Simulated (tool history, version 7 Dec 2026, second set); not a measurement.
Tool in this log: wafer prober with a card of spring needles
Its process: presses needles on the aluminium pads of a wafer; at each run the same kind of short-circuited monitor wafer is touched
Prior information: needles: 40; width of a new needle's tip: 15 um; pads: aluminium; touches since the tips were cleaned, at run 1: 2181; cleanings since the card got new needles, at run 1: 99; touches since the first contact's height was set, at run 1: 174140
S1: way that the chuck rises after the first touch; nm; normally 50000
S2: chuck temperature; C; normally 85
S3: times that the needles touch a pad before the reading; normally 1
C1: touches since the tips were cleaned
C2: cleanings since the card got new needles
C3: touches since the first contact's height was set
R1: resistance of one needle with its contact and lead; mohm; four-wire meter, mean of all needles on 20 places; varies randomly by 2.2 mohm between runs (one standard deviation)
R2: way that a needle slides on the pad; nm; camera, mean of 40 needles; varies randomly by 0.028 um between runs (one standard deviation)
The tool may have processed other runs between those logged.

run 1 hour=0 | S1=50000 S2=85 S3=1 | C1=2181 C2=99 C3=174140 | R1=561 R2=8760
-- hour=9.7 tips cleaned on abrasive film
-- hour=22.5 tips cleaned on abrasive film
-- hour=35.4 tips cleaned on abrasive film
run 2 hour=36.6 | S1=50000 S2=85 S3=1 | C1=576 C2=102 C3=190883 | R1=387 R2=8720
-- hour=49.5 tips cleaned on abrasive film
-- hour=65.4 tips cleaned on abrasive film
-- hour=78.2 tips cleaned on abrasive film
-- hour=94.3 tips cleaned on abrasive film
run 3 hour=103.8 | S1=50000 S2=85 S3=1 | C1=4397 C2=106 C3=221676 | R1=657 R2=8690
-- hour=110.3 tips cleaned on abrasive film
-- hour=117 height of the first contact set anew
-- hour=126.6 tips cleaned on abrasive film
-- hour=139.5 tips cleaned on abrasive film
run 4 hour=139.9 | S1=50000 S2=85 S3=1 | C1=193 C2=109 C3=10482 | R1=332 R2=8470
-- hour=152.8 tips cleaned on abrasive film
-- hour=168.8 tips cleaned on abrasive film
-- hour=181.7 tips cleaned on abrasive film
run 5 hour=181.9 | S1=33000 S2=85 S3=1 | C1=126 C2=112 C3=29711 | R1=414 R2=5240
-- hour=194.8 tips cleaned on abrasive film
-- hour=207.6 tips cleaned on abrasive film
-- hour=220.5 tips cleaned on abrasive film
run 6 hour=228.1 | S1=50000 S2=53 S3=1 | C1=3489 C2=115 C3=50837 | R1=678 R2=8350
-- hour=234.5 tips cleaned on abrasive film
-- hour=247.4 tips cleaned on abrasive film
-- hour=261.5 tips cleaned on abrasive film
run 7 hour=261.5 | S1=53000 S2=53 S3=1 | C1=0 C2=118 C3=66116 | R1=296 R2=8890
-- hour=274.4 tips cleaned on abrasive film
-- hour=287.4 height of the first contact set anew, once more
-- hour=287.5 tips cleaned on abrasive film
-- hour=303.5 tips cleaned on abrasive film
-- hour=319.3 tips cleaned on abrasive film
-- hour=332.2 tips cleaned on abrasive film
run 8 hour=332.8 | S1=50000 S2=85 S3=2 | C1=280 C2=123 C3=20744 | R1=297 R2=9180
-- hour=345.5 tips cleaned on abrasive film
-- hour=361.5 tips cleaned on abrasive film
-- hour=377.6 tips cleaned on abrasive film
-- hour=393.6 tips cleaned on abrasive film
run 9 hour=406.1 | S1=50000 S2=85 S3=1 | C1=5777 C2=127 C3=54368 | R1=673 R2=9160
-- hour=409.4 tips cleaned on abrasive film
-- hour=422.3 tips cleaned on abrasive film
-- hour=435.1 tips cleaned on abrasive film
-- hour=451 tips cleaned on abrasive film
run 10 hour=458.1 | S1=50000 S2=85 S3=1 | C1=3277 C2=131 C3=78140 | R1=621 R2=9060
-- hour=464.6 tips cleaned on abrasive film
-- hour=480.5 tips cleaned on abrasive film
-- hour=496.5 tips cleaned on abrasive film
-- hour=509.4 tips cleaned on abrasive film
run 11 hour=512.7 | S1=50000 S2=85 S3=1 | C1=1509 C2=135 C3=103096 | R1=562 R2=8940
-- hour=522.4 tips cleaned on abrasive film
-- hour=535.2 tips cleaned on abrasive film
-- hour=548.1 tips cleaned on abrasive film
-- hour=560.9 tips cleaned on abrasive film
run 12 hour=569.6 | S1=50000 S2=85 S3=1 | C1=3980 C2=139 C3=129154 | R1=661 R2=8950
-- hour=576.1 tips cleaned on abrasive film
-- hour=588.9 tips cleaned on abrasive film
-- hour=605 tips cleaned on abrasive film
-- hour=621 tips cleaned on abrasive film
-- hour=637 tips cleaned on abrasive film
run 13 hour=643 | S1=50000 S2=85 S3=1 | C1=2735 C2=144 C3=162753 | R1=603 R2=8830
-- hour=652.6 tips cleaned on abrasive film
-- hour=668.7 tips cleaned on abrasive film
-- hour=681.5 tips cleaned on abrasive film
run 14 hour=687.2 | S1=50000 S2=85 S3=1 | C1=2608 C2=147 C3=182998 | R1=623 R2=8740
-- hour=696.8 tips cleaned on abrasive film
-- hour=709.7 tips cleaned on abrasive film
-- hour=722.6 tips cleaned on abrasive film
-- hour=735.4 tips cleaned on abrasive film
-- hour=748.3 tips cleaned on abrasive film
run 15 hour=757.8 | S1=50000 S2=85 S3=1 | C1=4420 C2=152 C3=215343 | R1=719 R2=8710
-- hour=764.2 tips cleaned on abrasive film
-- hour=777 tips cleaned on abrasive film
-- hour=783.6 height of the first contact set anew
-- hour=793.3 tips cleaned on abrasive film
-- hour=809.3 tips cleaned on abrasive film
-- hour=822.2 tips cleaned on abrasive film
run 16 hour=825.9 | S1=50000 S2=85 S3=2 | C1=1729 C2=157 C3=19344 | R1=432 R2=9160
-- hour=835.6 tips cleaned on abrasive film
-- hour=848.4 tips cleaned on abrasive film
-- hour=861.3 tips cleaned on abrasive film
-- hour=874.1 tips cleaned on abrasive film
-- hour=890 tips cleaned on abrasive film
run 17 hour=890.4 | S1=57000 S2=124 S3=1 | C1=157 C2=162 C3=48833 | R1=304 R2=10450
-- hour=903.1 tips cleaned on abrasive film
-- hour=919.1 tips cleaned on abrasive film
run 18 hour=928.2 | S1=58000 S2=27 S3=1 | C1=4157 C2=164 C3=66158 | R1=587 R2=10600
-- hour=934.6 tips cleaned on abrasive film
-- hour=947.5 tips cleaned on abrasive film
-- hour=963.5 tips cleaned on abrasive film
-- hour=976.4 tips cleaned on abrasive film
-- hour=989.2 tips cleaned on abrasive film
run 19 hour=1000.2 | S1=57000 S2=120 S3=1 | C1=5053 C2=169 C3=99136 | R1=601 R2=10370
-- hour=1003.5 tips cleaned on abrasive film
-- hour=1016.3 tips cleaned on abrasive film
-- hour=1029.2 tips cleaned on abrasive film
-- hour=1043.4 tips cleaned on abrasive film
run 20 hour=1043.4 | S1=57000 S2=120 S3=1 | C1=0 C2=173 C3=118851 | R1=287 R2=10240
-- hour=1056.2 tips cleaned on abrasive film
-- hour=1069.1 tips cleaned on abrasive film
-- hour=1082.3 tips cleaned on abrasive film
run 21 hour=1082.3 | S1=57000 S2=120 S3=1 | C1=0 C2=176 C3=136678 | R1=302 R2=10170
-- hour=1098.4 tips cleaned on abrasive film
-- hour=1111.2 tips cleaned on abrasive film
run 22 hour=1114.5 | S1=50000 S2=32 S3=1 | C1=1506 C2=178 C3=151405 | R1=615 R2=8890
-- hour=1124.1 tips cleaned on abrasive film
-- hour=1137 tips cleaned on abrasive film
-- hour=1152.9 tips cleaned on abrasive film
-- hour=1165.8 tips cleaned on abrasive film
-- hour=1181.7 tips cleaned on abrasive film
run 23 hour=1188.3 | S1=52000 S2=41 S3=2 | C1=3053 C2=183 C3=185210 | R1=493 R2=9180
-- hour=1194.8 tips cleaned on abrasive film
-- hour=1210.8 tips cleaned on abrasive film
-- hour=1223.7 tips cleaned on abrasive film
run 24 hour=1232.7 | S1=54000 S2=49 S3=3 | C1=4145 C2=186 C3=205516 | R1=412 R2=9510
-- hour=1239.1 tips cleaned on abrasive film
-- hour=1252 tips cleaned on abrasive film
-- hour=1268 tips cleaned on abrasive film
-- hour=1280.9 tips cleaned on abrasive film
-- hour=1281.2 height of the first contact set anew
-- hour=1294 tips cleaned on abrasive film
run 25 hour=1304.9 | S1=69000 S2=85 S3=1 | C1=5025 C2=191 C3=10904 | R1=493 R2=12750
-- hour=1308.2 tips cleaned on abrasive film
-- hour=1324.1 tips cleaned on abrasive film
-- hour=1337 tips cleaned on abrasive film
run 26 hour=1338.4 | S1=68000 S2=106 S3=2 | C1=671 C2=194 C3=26210 | R1=315 R2=12530

Here are 4 independent what-if runs from the current tool condition. What would each one return?
-- hour=1351.3 tips cleaned on abrasive film
-- hour=1367.3 tips cleaned on abrasive film
run A hour=1374.3 | S1=38000 S2=38 S3=2 | C1=3224 C2=196 C3=42662 | R1=? R2=?
-- hour=1351.3 tips cleaned on abrasive film
-- hour=1367.3 tips cleaned on abrasive film
run B hour=1374.3 | S1=54000 S2=106 S3=2 | C1=3224 C2=196 C3=42662 | R1=? R2=?
-- hour=1351.3 tips cleaned on abrasive film
-- hour=1367.3 tips cleaned on abrasive film
run C hour=1374.3 | S1=68000 S2=79 S3=2 | C1=3224 C2=196 C3=42662 | R1=? R2=?
-- hour=1351.3 tips cleaned on abrasive film
-- hour=1367.3 tips cleaned on abrasive film
run D hour=1374.3 | S1=50000 S2=85 S3=3 | C1=3224 C2=196 C3=42662 | R1=? R2=?

run=A R1=714 R2=6970
run=B R1=466 R2=9890
run=C R1=391 R2=12520
run=D R1=411 R2=9270
With no hidden state in the tool, these same runs would have given:
run=A R1=241 R2=7060
run=B R1=247 R2=9980
run=C R1=240 R2=12610
run=D R1=247 R2=9360
